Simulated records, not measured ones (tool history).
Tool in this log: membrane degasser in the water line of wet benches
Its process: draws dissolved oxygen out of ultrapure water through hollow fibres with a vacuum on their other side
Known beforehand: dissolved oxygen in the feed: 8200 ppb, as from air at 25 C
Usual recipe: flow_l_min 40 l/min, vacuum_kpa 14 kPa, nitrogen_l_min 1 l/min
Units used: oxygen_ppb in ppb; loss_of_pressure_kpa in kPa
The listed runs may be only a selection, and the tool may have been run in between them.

run     day  flow_l_min  vacuum_kpa  nitrogen_l_min  oxygen_ppb  loss_of_pressure_kpa
  1       0          40          14               1       819.1                 64.15
  2   5.183          39          14               1       805.9                 63.26
  3   9.629          39          14               1       806.9                 63.13
  4  14.617          39          14               1       801.4                 62.97
  5  19.917          40          14               1       821.6                 64.68
  6  26.038          40          14               1       827.3                 65.33
  7  28.842          48          14               1       944.3                 78.01
  8  33.946          24          14               1       556.4                 38.86
     34.604  -- seals of the vacuum lines changed
  9  37.521          55          14               1      1048.9                 89.11
 10   41.85          55          14               1      1043.5                  89.4
 11  44.929          55          14               1        1043                  89.3
 12    50.7          55          14               1      1045.9                 89.69
 13  57.383          26        11.6            2.96       180.5                 42.55
 14  60.525          26        11.6            0.45       864.5                 42.41
 15  65.333          58        18.9               1      1499.1                 94.17
 16  68.875          58        18.9            1.75      1013.5                 94.82
 17  71.825          58        18.9            1.75      1020.6                  94.6

Expected results for the next run?
 18  76.246          46        21.8            2.17           ?                     ?

{"run 18": {"oxygen_ppb": 821.5, "loss_of_pressure_kpa": 74.92}}
Take away the tool's hidden state, keep the run-to-run variation as it was, and the same run would have given oxygen_ppb 802.4 ppb, loss_of_pressure_kpa 71.71 kPa.
